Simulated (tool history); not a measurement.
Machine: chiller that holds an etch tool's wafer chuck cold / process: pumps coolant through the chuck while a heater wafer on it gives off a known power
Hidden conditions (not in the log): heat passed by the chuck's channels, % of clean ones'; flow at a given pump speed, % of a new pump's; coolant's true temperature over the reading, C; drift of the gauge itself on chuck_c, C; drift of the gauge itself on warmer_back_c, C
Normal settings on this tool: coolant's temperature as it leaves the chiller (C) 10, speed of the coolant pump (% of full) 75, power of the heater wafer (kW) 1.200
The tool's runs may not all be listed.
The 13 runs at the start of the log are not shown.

run    hour  coolant's temperature as it leaves the chiller (C)  speed of the coolant pump (% of full)  power of the heater wafer (kW)  hours since the coolant was changed and the channels were flushed  hours since the pump was overhauled  hours since the chiller's thermometer was calibrated  chuck's temperature once it has settled (C)  how much warmer the coolant comes back (C)
 14   424.5                                                  10                                     75                           1.200                                                               3543                                 1564                                                  4263                                         21.5                                        3.80
 15   455.1                                                  10                                     75                           1.200                                                               3574                                 1595                                                  4293                                         21.7                                        3.80
 16   474.1                                                  10                                     75                           1.200                                                               3593                                 1614                                                  4312                                         21.6                                        3.82
 17   494.9                                                  10                                     75                           1.200                                                               3613                                 1634                                                  4333                                         21.7                                        3.75
 18   528.3                                                  15                                     69                           0.668                                                               3647                                 1668                                                  4366                                         22.2                                        2.33
 19   566.6                                                  15                                     69                           0.775                                                               3685                                 1706                                                  4405                                         23.4                                        2.69
      607.5  -- chiller's thermometer calibrated
 20   607.5                                                   5                                     96                           0.722                                                               3725                                 1746                                                     0                                         10.7                                        1.71
 21   636.1                                                   5                                     96                           0.722                                                               3754                                 1775                                                    29                                         10.6                                        1.72
 22   679.3                                                   2                                     89                           0.722                                                               3797                                 1818                                                    72                                          8.0                                        1.86
      687.9  -- coolant pump overhauled
 23   710.9                                                  18                                     81                           1.436                                                               3823                                   23                                                    98                                         30.4                                        4.25
 24   750.4                                                  18                                     81                           1.436                                                               3863                                   63                                                   138                                         30.5                                        4.25
 25   780.6                                                  18                                     81                           1.436                                                               3893                                   93                                                   168                                         30.6                                        4.27
      811.2  -- coolant pump overhauled, once more
 26   826.1                                                   2                                     98                           1.594                                                               3934                                   15                                                   209                                         14.2                                        3.57
 27   862.2                                                   5                                     83                           0.784                                                               3970                                   51                                                   245                                         11.5                                        2.15
 28   906.6                                                  14                                     99                           1.647                                                               4014                                   95                                                   289                                         26.4                                        3.65
 29   951.0                                                  18                                     87                           0.663                                                               4058                                  140                                                   333                                         23.6                                        1.69
 30   975.8                                                   3                                    100                           1.566                                                               4083                                  165                                                   358                                         14.7                                        3.49
 31  1002.1                                                  16                                     72                           1.200                                                               4110                                  191                                                   385                                         27.0                                        3.79
 32  1045.3                                                  10                                     90                           1.228                                                               4153                                  234                                                   428                                         19.9                                        3.03
 33  1069.6                                                   7                                     75                           1.200                                                               4177                                  258                                                   452                                         17.7                                        3.65

Branching from run 33: 3 alternative next runs. What would each branch give?
  A  1108.6                                                  20                                     77                           1.200                                                               4216                                  297                                                   491                                            ?                                           ?
  B  1108.6                                                  11                                     81                           1.402                                                               4216                                  297                                                   491                                            ?                                           ?
  C  1108.6                                                   9                                     75                           1.327                                                               4216                                  297                                                   491                                            ?                                           ?

run  chuck's temperature once it has settled (C)  how much warmer the coolant comes back (C)
  A                                         30.7                                        3.55
  B                                         23.0                                        3.93
  C                                         20.9                                        4.05
Stripped of hidden state, with their random variation kept, the same runs would have yielded:
run  chuck's temperature once it has settled (C)  how much warmer the coolant comes back (C)
  A                                         29.3                                        3.54
  B                                         21.4                                        3.92
  C                                         19.3                                        4.04
